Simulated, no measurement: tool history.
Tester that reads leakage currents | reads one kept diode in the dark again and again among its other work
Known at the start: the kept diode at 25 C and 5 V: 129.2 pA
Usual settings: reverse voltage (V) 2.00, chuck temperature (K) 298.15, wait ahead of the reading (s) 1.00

run    hour  reverse voltage (V)  chuck temperature (K)  wait ahead of the reading (s)  current that the tester gives (pA)
  1     0.0                 2.00                 298.15                           1.00                               83.76
  2   201.5                 2.00                 298.15                           1.00                               83.28
  3   325.5                 2.00                 298.15                           1.00                               82.82
  4   504.3                 2.00                 298.15                           1.00                               82.21
      587.2  -- tester calibrated
      693.4  -- probe card cleaned and baked
  5   724.7                 1.96                 298.15                           1.00                               77.74
  6   833.6                17.52                 298.15                           1.00                              215.93
  7  1093.9                17.52                 298.15                           1.00                              216.51
  8  1270.9                17.52                 298.15                           1.00                              218.14
     1452.1  -- chuck's temperature calibrated
  9  1461.9                 3.06                 327.15                           0.49                              981.17
 10  1654.6                 3.29                 298.15                           1.00                               94.19
 11  1806.5                 3.29                 298.15                           1.00                               94.10
     2064.0  -- chuck's temperature calibrated, once more
 12  2064.0                 3.29                 298.15                           1.00                              111.67
 13  2303.0                 2.00                 298.15                           0.39                               87.39
 14  2531.1                 2.00                 303.15                           0.39                              133.80

5 ways to go on from here, each from the tool as it stands after run 14. What would each give?
  A  2668.9                 2.00                 314.15                           1.00                                   ?
  B  2668.9                 1.73                 322.15                           8.11                                   ?
  C  2668.9                 1.15                 296.15                           3.31                                   ?
  D  2668.9                 2.00                 303.15                           0.39                                   ?
  E  2668.9                 2.00                 303.15                           6.79                                   ?

run  current that the tester gives (pA)
  A                              325.66
  B                              569.20
  C                               55.76
  D                              132.66
  E                              132.83
Without the tool's hidden state the same runs would have given:
run  current that the tester gives (pA)
  A                              328.59
  B                              576.49
  C                               55.16
  D                              132.23
  E                              132.39

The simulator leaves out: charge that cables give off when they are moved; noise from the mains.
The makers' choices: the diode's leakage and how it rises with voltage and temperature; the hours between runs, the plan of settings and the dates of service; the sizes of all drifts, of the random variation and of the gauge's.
